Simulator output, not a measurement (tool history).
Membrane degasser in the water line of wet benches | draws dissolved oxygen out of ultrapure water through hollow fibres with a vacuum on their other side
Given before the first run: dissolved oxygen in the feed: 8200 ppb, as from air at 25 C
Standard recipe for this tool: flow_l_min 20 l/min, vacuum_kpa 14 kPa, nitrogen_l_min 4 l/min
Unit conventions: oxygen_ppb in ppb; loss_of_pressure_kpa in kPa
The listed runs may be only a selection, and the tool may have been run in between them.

run    hour  flow_l_min  vacuum_kpa  nitrogen_l_min  oxygen_ppb  loss_of_pressure_kpa
  1       0          20          14               4       136.5                 50.36
        102  -- vacuum gauge calibrated
  2   179.1          20          14           11.08        55.2                 50.21
  3   272.5          20          14           11.08        54.7                 50.54
  4   352.6          20        29.7               4       317.3                 50.68
  5   473.5          20        29.7               4       319.3                 50.43
  6   586.6          20        29.7               4       316.6                 50.71
  7   712.8          20          14               4       137.3                 50.54
  8   873.8          20          14               4       137.3                  50.5
      887.2  -- seals of the vacuum lines changed
  9  1002.6          20        26.7               4       285.5                 50.38
 10  1118.1          20          14            7.36        78.5                  50.1
 11  1225.7          20          14            1.81       280.4                 49.92
 12  1341.2          20          14            1.81       278.1                  50.8
 13  1451.9          20          14               4       137.7                    50
 14  1553.5          20          14               4       136.5                 50.25
 15    1690          20          14               4       136.7                 50.28
 16  1786.3          20          14               4       136.8                 50.19
 17  1905.3          15          14               4        99.4                 37.92
 18  2069.6          15          14               4        99.4                 37.74
 19  2148.3          18        31.8            4.46       279.2                 45.73
 20  2313.9          17        17.5            5.84       105.1                 42.72
 21    2469          30        13.1            1.88       391.6                 75.55
 22  2582.9          21        23.9           10.42       110.9                 52.82
 23  2761.7          20        23.8            4.81       214.1                 50.29
 24  2889.1          14          14               4          93                  35.1
 25  3026.3          14          14               4        92.1                 35.24
 26  3208.7          14          14               4        92.6                 35.94
 27  3299.4          14        24.2               4       178.6                 35.08
 28  3397.5          14         9.8            2.03       108.4                 35.36
 29  3533.1          14         9.8            2.03       109.6                 35.59
 30  3643.7          14        18.3             3.5       146.2                 34.93
 31  3723.7          23        33.5            4.53       374.6                 57.97

3 ways to go on from here, each from the tool as it stands after run 31. What would each give?
  A  3905.4          20        28.2               4           ?                     ?
  B  3905.4          20        14.3            2.55           ?                     ?
  C  3905.4          20        10.1               4           ?                     ?

run  oxygen_ppb  loss_of_pressure_kpa
  A         301                 50.46
  B       211.4                 50.28
  C        90.1                 50.44
Had the tool no hidden state, the same runs would have come out as:
run  oxygen_ppb  loss_of_pressure_kpa
  A       300.8                 50.38
  B       211.2                  50.2
  C          90                 50.37
